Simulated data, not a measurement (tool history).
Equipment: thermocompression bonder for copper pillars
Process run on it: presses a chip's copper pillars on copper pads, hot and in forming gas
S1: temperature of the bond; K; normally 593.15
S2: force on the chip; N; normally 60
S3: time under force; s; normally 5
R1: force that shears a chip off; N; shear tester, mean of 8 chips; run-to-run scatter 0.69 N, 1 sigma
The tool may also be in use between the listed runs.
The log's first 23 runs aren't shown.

Run 24, hour 454.7: usual settings but S1 604.15 K, S3 10 s. Result: R1 60 N.
Run 25, hour 478.2: usual settings but S1 613.15 K, S2 43 N, S3 3 s. Result: R1 34.3 N.
Run 26, hour 502.2: usual settings but S1 613.15 K, S2 43 N, S3 3 s. Result: R1 33 N.
Run 27, hour 523.3: usual settings but S1 616.15 K, S2 56 N, S3 13 s. Result: R1 67.8 N.
Run 28, hour 534.2: usual settings but S3 3 s. Result: R1 35.1 N.
Run 29, hour 558.1: usual settings but S1 589.15 K, S2 39 N, S3 7 s. Result: R1 32.1 N.
Run 30, hour 569: usual settings but S1 589.15 K, S2 39 N, S3 7 s. Result: R1 31.3 N.
Run 31, hour 580.5: usual settings but S1 572.15 K. Result: R1 34 N.
Run 32, hour 600.8: usual settings but S1 573.15 K, S2 43 N. Result: R1 24.8 N.
Run 33, hour 616: usual settings but S1 592.15 K, S2 58 N. Result: R1 41 N.
Run 34, hour 629.7: usual settings but S1 606.15 K, S2 39 N. Result: R1 33.2 N.
Run 35, hour 650.1: usual settings but S1 617.15 K, S2 39 N. Result: R1 38.6 N.
Run 36, hour 661.4: usual settings but S1 602.15 K, S2 50 N, S3 11 s. Result: R1 51.9 N.
Run 37, hour 672.6: usual settings but S1 602.15 K, S2 50 N, S3 11 s. Result: R1 52.5 N.
Run 38, hour 691.6: usual settings but S1 570.15 K, S2 65 N. Result: R1 33.9 N.
Run 39, hour 713.6: usual settings but S1 581.15 K, S2 65 N. Result: R1 38.8 N.
Run 40, hour 730.6: usual settings but S1 581.15 K, S2 65 N. Result: R1 39.3 N.
Run 41, hour 742.8: usual settings but S1 603.15 K. Result: R1 44.5 N.

Predict each of these 3 candidate next runs independently; none follows another, all start after run 41:
Run A, hour 759.5: usual settings but S1 578.15 K, S3 3 s. Result: R1 ?.
Run B, hour 759.5: usual settings but S1 614.15 K, S2 44 N, S3 13 s. Result: R1 ?.
Run C, hour 759.5: usual settings but S2 85 N. Result: R1 ?.

run    R1
  A  28.7
  B  53.3
  C  54.3
Had the tool no hidden state, the same runs would have come out as:
run    R1
  A  33.9
  B  60.9
  C  62.1

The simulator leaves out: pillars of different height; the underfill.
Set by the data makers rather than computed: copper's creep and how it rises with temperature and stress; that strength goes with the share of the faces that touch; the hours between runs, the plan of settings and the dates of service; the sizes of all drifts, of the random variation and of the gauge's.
